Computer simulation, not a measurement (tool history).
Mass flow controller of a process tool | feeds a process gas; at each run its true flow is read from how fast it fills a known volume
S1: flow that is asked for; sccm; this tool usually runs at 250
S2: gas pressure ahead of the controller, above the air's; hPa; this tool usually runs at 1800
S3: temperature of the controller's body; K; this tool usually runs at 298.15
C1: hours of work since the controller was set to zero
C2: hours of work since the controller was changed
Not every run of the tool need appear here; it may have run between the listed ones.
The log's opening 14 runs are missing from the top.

{"run": 15, "hour": 815.9, "S1": 250, "S2": 1800, "S3": 298.15, "C1": 2616, "C2": 2616, "true flow (%)": 98.22}
{"run": 16, "hour": 886.9, "S1": 250, "S2": 1800, "S3": 298.15, "C1": 2669, "C2": 2669, "true flow (%)": 98.15}
{"run": 17, "hour": 928.6, "S1": 250, "S2": 1800, "S3": 298.15, "C1": 2701, "C2": 2701, "true flow (%)": 98.23}
{"run": 18, "hour": 1009.9, "S1": 250, "S2": 1800, "S3": 298.15, "C1": 2763, "C2": 2763, "true flow (%)": 98.18}
{"run": 19, "hour": 1069.6, "S1": 250, "S2": 1800, "S3": 298.15, "C1": 2808, "C2": 2808, "true flow (%)": 98.15}
{"hour": 1074.4, "done": "controller's zero set anew"}
{"run": 20, "hour": 1112.8, "S1": 214, "S2": 1800, "S3": 304.15, "C1": 29, "C2": 2840, "true flow (%)": 97.08}
{"run": 21, "hour": 1152.7, "S1": 66, "S2": 2300, "S3": 312.15, "C1": 59, "C2": 2870, "true flow (%)": 93.18}
{"run": 22, "hour": 1206.2, "S1": 66, "S2": 2300, "S3": 312.15, "C1": 100, "C2": 2911, "true flow (%)": 93.08}
{"run": 23, "hour": 1266.4, "S1": 66, "S2": 2300, "S3": 312.15, "C1": 145, "C2": 2956, "true flow (%)": 93.04}
{"run": 24, "hour": 1302.2, "S1": 66, "S2": 1990, "S3": 299.15, "C1": 172, "C2": 2983, "true flow (%)": 94.32}
{"hour": 1327.6, "done": "controller's zero set anew, once more"}
{"run": 25, "hour": 1384.6, "S1": 430, "S2": 1640, "S3": 299.15, "C1": 43, "C2": 3045, "true flow (%)": 99.98}
{"run": 26, "hour": 1437.6, "S1": 160, "S2": 1800, "S3": 298.15, "C1": 83, "C2": 3086, "true flow (%)": 97.93}
{"run": 27, "hour": 1484.9, "S1": 70, "S2": 2490, "S3": 298.15, "C1": 119, "C2": 3121, "true flow (%)": 96.66}
{"run": 28, "hour": 1564.1, "S1": 70, "S2": 1800, "S3": 298.15, "C1": 179, "C2": 3181, "true flow (%)": 97.18}
{"run": 29, "hour": 1625.2, "S1": 106, "S2": 1720, "S3": 307.15, "C1": 225, "C2": 3228, "true flow (%)": 96.87}
{"run": 30, "hour": 1665.7, "S1": 70, "S2": 1990, "S3": 312.15, "C1": 256, "C2": 3258, "true flow (%)": 95.66}
{"run": 31, "hour": 1742.6, "S1": 198, "S2": 1850, "S3": 311.15, "C1": 314, "C2": 3316, "true flow (%)": 97.18}
{"run": 32, "hour": 1791.2, "S1": 357, "S2": 2390, "S3": 294.15, "C1": 351, "C2": 3353, "true flow (%)": 99.41}
{"run": 33, "hour": 1841.7, "S1": 357, "S2": 2390, "S3": 294.15, "C1": 389, "C2": 3391, "true flow (%)": 99.42}
{"run": 34, "hour": 1887.4, "S1": 357, "S2": 2390, "S3": 294.15, "C1": 424, "C2": 3426, "true flow (%)": 99.36}
{"run": 35, "hour": 1966.5, "S1": 357, "S2": 1520, "S3": 303.15, "C1": 484, "C2": 3486, "true flow (%)": 99.29}
{"run": 36, "hour": 2039.1, "S1": 84, "S2": 1570, "S3": 295.15, "C1": 539, "C2": 3541, "true flow (%)": 97.61}
{"run": 37, "hour": 2109.3, "S1": 332, "S2": 2110, "S3": 300.15, "C1": 592, "C2": 3594, "true flow (%)": 98.85}
{"run": 38, "hour": 2153.5, "S1": 250, "S2": 2580, "S3": 298.15, "C1": 625, "C2": 3627, "true flow (%)": 98.16}

5 options for the next run, each taken on its own from the tool as it stands now. Forecast them:
{"run": "A", "hour": 2193.1, "S1": 123, "S2": 1410, "S3": 298.15, "C1": 655, "C2": 3657, "true flow (%)": "?"}
{"run": "B", "hour": 2193.1, "S1": 250, "S2": 1540, "S3": 298.15, "C1": 655, "C2": 3657, "true flow (%)": "?"}
{"run": "C", "hour": 2193.1, "S1": 250, "S2": 2360, "S3": 306.15, "C1": 655, "C2": 3657, "true flow (%)": "?"}
{"run": "D", "hour": 2193.1, "S1": 304, "S2": 2390, "S3": 302.15, "C1": 655, "C2": 3657, "true flow (%)": "?"}
{"run": "E", "hour": 2193.1, "S1": 180, "S2": 2210, "S3": 294.15, "C1": 655, "C2": 3657, "true flow (%)": "?"}

run=A true_flow_(%)=97.86
run=B true_flow_(%)=98.87
run=C true_flow_(%)=97.57
run=D true_flow_(%)=98.3
run=E true_flow_(%)=98.09
Had the tool no hidden state, the same runs would have come out as:
run=A true_flow_(%)=97.86
run=B true_flow_(%)=98.63
run=C true_flow_(%)=97.33
run=D true_flow_(%)=98.01
run=E true_flow_(%)=97.94

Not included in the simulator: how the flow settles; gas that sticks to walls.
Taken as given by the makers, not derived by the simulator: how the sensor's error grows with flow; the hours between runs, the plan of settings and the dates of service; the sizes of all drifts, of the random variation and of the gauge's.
